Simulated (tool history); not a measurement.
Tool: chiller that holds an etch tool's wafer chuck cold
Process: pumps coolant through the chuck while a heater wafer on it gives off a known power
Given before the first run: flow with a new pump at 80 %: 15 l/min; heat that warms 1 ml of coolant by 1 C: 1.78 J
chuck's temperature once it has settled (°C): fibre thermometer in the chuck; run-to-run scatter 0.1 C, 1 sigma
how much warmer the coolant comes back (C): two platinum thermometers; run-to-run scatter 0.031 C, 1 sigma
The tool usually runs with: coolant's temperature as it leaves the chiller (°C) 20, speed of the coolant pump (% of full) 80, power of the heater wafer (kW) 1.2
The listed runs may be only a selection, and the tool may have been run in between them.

run,hour,coolant's temperature as it leaves the chiller (°C),speed of the coolant pump (% of full),power of the heater wafer (kW),chuck's temperature once it has settled (°C),how much warmer the coolant comes back (C)
1,0,20,80,1.2,33,2.77
2,32.6,20,80,1.2,33.1,2.78
3,48.2,20,80,1.5,36.5,3.47
4,69.3,20,80,1.5,36.5,3.45
5,91.5,23,80,1.5,39.7,3.45
6,116.6,20,80,1.2,33,2.74
7,135.7,20,80,1.697,38.6,3.96
# hour 149.4: chiller's thermometer calibrated
8,152.7,20,80,1.2,33.5,2.75
9,175.5,28,80,1.2,41.4,2.8
10,189.1,28,80,1.2,41.4,2.77
11,205.7,28,80,1.2,41.5,2.74
12,229.1,28,80,1.2,41.4,2.74
13,255,28,80,1.2,41.4,2.7
14,274.7,28,80,1.2,41.3,2.79
15,294.6,28,80,1.2,41.2,2.83
16,310.3,20,80,1.583,37.5,3.73
17,331.4,20,80,1.583,37.7,3.67
18,358.8,22,66,1.334,39.3,3.82
# hour 366.8: coolant pump overhauled
19,395.4,17,60,1.237,34.5,3.97
20,411.1,22,80,0.69,29.8,1.6
# hour 426.3: coolant pump overhauled, once more
21,434.2,22,80,0.69,29.7,1.56
22,454.9,22,80,0.69,29.7,1.55
23,486.6,20,63,1.537,40.4,4.4
# hour 495.1: coolant changed, channels flushed
24,513,20,63,1.537,37.2,4.52
25,542.5,20,88,0.683,25.7,1.36
26,575.9,28,71,1.095,39.1,2.82
27,600.4,20,93,1.081,28.8,2.05
28,626.2,18,80,0.993,27.1,2.22
29,642.5,18,80,0.993,27.1,2.22
30,676.4,18,80,1.125,28.4,2.56
31,706.4,20,76,1.2,31.6,2.85

Each row is a separate what-if for the run after 31, all from the same tool condition, not one after another. Results?
A,723.1,12,65,0.85,?,?
B,723.1,17,76,0.691,?,?
C,723.1,17,76,1.035,?,?
D,723.1,21,67,0.649,?,?

run,chuck's temperature once it has settled (°C),how much warmer the coolant comes back (C)
A,21.1,2.39
B,23.6,1.66
C,27,2.47
D,27.8,1.83
Had the tool no hidden state, the same runs would have come out as:
run,chuck's temperature once it has settled (°C),how much warmer the coolant comes back (C)
A,21,2.38
B,23.6,1.65
C,26.9,2.46
D,27.8,1.81
